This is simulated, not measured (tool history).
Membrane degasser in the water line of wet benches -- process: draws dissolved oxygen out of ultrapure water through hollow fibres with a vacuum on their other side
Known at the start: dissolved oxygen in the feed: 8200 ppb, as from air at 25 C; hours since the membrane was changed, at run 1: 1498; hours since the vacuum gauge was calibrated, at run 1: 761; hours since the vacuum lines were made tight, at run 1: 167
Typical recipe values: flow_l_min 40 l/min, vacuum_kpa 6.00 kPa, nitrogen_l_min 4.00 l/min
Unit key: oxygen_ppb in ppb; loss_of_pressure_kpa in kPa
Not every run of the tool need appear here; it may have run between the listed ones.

run   hour  flow_l_min  vacuum_kpa  nitrogen_l_min  hours since the membrane was changed  hours since the vacuum gauge was calibrated  hours since the vacuum lines were made tight  oxygen_ppb  loss_of_pressure_kpa
  1    0.0          40        6.00            4.00                                  1498                                          761                                           167        80.9                 31.10
  2   67.6          40        6.00            4.00                                  1566                                          829                                           234        80.2                 31.25
  3  104.4          43        6.00            4.00                                  1602                                          865                                           271        91.2                 33.43
  4  139.0          43        6.00            4.00                                  1637                                          900                                           306        92.0                 33.74
  5  175.6          40        6.00            4.00                                  1674                                          937                                           342        81.3                 31.55
  6  208.9          30        6.00            4.00                                  1707                                          970                                           376        52.8                 23.43
  7  242.7          30        6.00            4.00                                  1741                                         1004                                           409        53.8                 23.92
  8  281.3          30        7.80            4.00                                  1779                                         1042                                           448        86.6                 23.53
  9  315.3          53       13.06            4.00                                  1813                                         1076                                           482       342.3                 41.68
 10  360.4          36        3.75            8.08                                  1858                                         1121                                           527        15.3                 28.66
 11  391.8          36        3.75            8.08                                  1890                                         1153                                           559        15.4                 28.33
 12  442.2          40        3.61            9.63                                  1940                                         1203                                           609        20.4                 31.90
 13  503.5          40        3.61            9.63                                  2001                                         1264                                           670        20.5                 31.85
 14  545.9          40        3.61            9.63                                  2044                                         1307                                           713        20.0                 31.37
 15  582.0          40        3.61            9.63                                  2080                                         1343                                           749        20.3                 31.99

3 ways to go on from here, each from the tool as it stands after run 15. What would each give?
  A  613.6          40        4.51            4.00                                  2111                                         1374                                           780           ?                     ?
  B  613.6          46        4.08            9.63                                  2111                                         1374                                           780           ?                     ?
  C  613.6          45        6.22            2.73                                  2111                                         1374                                           780           ?                     ?

run  oxygen_ppb  loss_of_pressure_kpa
  A        47.3                 31.73
  B        39.9                 36.43
  C       138.1                 35.94
With the hidden condition removed and each run's random variation left untouched, the same runs would have given:
run  oxygen_ppb  loss_of_pressure_kpa
  A        47.2                 31.18
  B        39.8                 35.80
  C       138.1                 35.32

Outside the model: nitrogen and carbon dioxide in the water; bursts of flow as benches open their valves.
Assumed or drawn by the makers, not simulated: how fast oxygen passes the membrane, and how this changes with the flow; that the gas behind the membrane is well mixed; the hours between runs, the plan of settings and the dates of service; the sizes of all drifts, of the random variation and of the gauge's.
